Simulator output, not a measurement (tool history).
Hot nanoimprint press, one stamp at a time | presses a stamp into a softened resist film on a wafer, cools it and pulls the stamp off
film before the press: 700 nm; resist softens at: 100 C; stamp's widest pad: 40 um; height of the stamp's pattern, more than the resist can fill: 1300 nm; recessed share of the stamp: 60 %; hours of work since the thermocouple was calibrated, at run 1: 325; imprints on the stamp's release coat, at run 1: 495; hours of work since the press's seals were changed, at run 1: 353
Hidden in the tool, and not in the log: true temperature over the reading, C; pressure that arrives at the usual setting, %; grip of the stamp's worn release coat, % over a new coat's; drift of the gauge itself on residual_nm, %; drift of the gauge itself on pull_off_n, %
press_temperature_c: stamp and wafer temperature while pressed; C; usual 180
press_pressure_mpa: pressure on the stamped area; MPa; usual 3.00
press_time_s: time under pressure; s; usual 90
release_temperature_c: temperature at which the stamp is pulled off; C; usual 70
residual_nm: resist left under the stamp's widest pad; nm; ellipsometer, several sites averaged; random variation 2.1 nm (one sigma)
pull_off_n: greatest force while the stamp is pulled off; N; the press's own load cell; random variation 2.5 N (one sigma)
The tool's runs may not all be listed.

run	hour	press_temperature_c	press_pressure_mpa	press_time_s	release_temperature_c	hours of work since the thermocouple was calibrated	imprints on the stamp's release coat	hours of work since the press's seals were changed	residual_nm	pull_off_n
1	0.0	180	3.00	90	70	325	495	353	330.8	132
2	20.5	180	3.00	90	66	337	557	365	326.0	144
3	41.3	180	3.00	59	66	349	620	377	380.7	143
4	51.6	180	3.00	90	70	355	652	383	330.7	140
5	72.1	180	3.00	90	70	367	714	395	326.6	136
6	89.9	180	3.00	90	64	377	768	405	331.5	160
7	99.5	180	3.69	90	70	383	797	411	299.9	139
8	120.5	180	3.69	90	70	395	860	423	301.2	144
9	141.5	180	3.69	90	70	407	924	435	296.8	147
10	157.9	180	3.69	90	70	416	974	444	300.3	144
11	174.8	180	3.69	90	70	426	1025	454	301.2	156
12	186.0	180	3.69	77	57	433	1059	461	321.6	193
13	197.5	180	3.46	170	70	439	1094	467	236.8	151
14	217.1	186	3.00	54	70	451	1153	479	326.0	158
15	234.6	169	1.84	116	69	461	1206	489	505.7	157
16	251.5	180	2.80	54	65	470	1258	499	403.4	173
17	260.9	191	3.00	176	70	476	1286	504	170.5	162
18	273.2	180	4.52	90	70	483	1323	511	272.0	165
19	289.2	180	4.55	90	70	492	1372	520	271.7	163
20	308.0	179	2.51	90	66	503	1429	531	358.0	185
21	318.4	174	2.51	90	66	509	1460	537	423.2	187
22	333.3	168	3.00	90	70	518	1505	546	472.5	166

Forecast each of these 3 alternatives for the next run:
A	353.7	187	3.00	90	70	530	1567	558	?	?
B	353.7	168	3.00	62	77	530	1567	558	?	?
C	353.7	180	4.71	90	65	530	1567	558	?	?

run	residual_nm	pull_off_n
A	259.0	175
B	519.3	147
C	269.3	188
Without the tool's hidden state the same runs would have given:
run	residual_nm	pull_off_n
A	271.1	118
B	536.7	99
C	280.9	126
